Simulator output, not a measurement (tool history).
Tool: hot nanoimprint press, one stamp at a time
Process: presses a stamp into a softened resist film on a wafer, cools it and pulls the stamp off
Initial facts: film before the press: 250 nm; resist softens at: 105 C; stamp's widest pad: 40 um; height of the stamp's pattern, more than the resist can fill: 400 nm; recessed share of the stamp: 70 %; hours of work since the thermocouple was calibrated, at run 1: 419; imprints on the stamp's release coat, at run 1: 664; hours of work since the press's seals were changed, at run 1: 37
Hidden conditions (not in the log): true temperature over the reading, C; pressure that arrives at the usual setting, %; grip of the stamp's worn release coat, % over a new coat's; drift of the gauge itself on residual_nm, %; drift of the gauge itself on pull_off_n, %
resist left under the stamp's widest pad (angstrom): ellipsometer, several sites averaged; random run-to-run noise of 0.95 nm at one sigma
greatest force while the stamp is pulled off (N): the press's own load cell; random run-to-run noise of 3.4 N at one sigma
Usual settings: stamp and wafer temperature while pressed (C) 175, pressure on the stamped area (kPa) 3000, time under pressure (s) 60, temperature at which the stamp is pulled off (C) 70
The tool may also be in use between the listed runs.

run,day,stamp and wafer temperature while pressed (C),pressure on the stamped area (kPa),time under pressure (s),temperature at which the stamp is pulled off (C),hours of work since the thermocouple was calibrated,imprints on the stamp's release coat,hours of work since the press's seals were changed,resist left under the stamp's widest pad (angstrom),greatest force while the stamp is pulled off (N)
1,0,175,3000,60,70,419,664,37,1429,206
# day 0.521: plate thermocouple calibrated
2,2.146,175,3000,60,70,31,907,75,1366,224
3,3.975,175,3000,60,70,66,1127,110,1377,233
4,4.962,175,3000,60,70,85,1245,129,1395,241
5,6.879,175,3000,60,70,122,1476,166,1387,263
6,8.362,175,3000,42,70,150,1654,194,1560,269
7,9.804,175,3000,42,70,178,1828,222,1575,287
8,11.608,175,3000,42,70,212,2045,256,1566,313
9,13.775,175,3000,42,70,254,2305,298,1576,315

The next listed run, before its measurement:
# day 14.746: stamp cleaned and given a new release coat
10,15.546,175,3000,42,70,283,96,327,?,?

Run 10 yielded resist left under the stamp's widest pad (angstrom) 1608, greatest force while the stamp is pulled off (N) 172.
Take away the tool's hidden state, keep the run-to-run variation as it was, and the same run would have given resist left under the stamp's widest pad (angstrom) 1529, greatest force while the stamp is pulled off (N) 166.

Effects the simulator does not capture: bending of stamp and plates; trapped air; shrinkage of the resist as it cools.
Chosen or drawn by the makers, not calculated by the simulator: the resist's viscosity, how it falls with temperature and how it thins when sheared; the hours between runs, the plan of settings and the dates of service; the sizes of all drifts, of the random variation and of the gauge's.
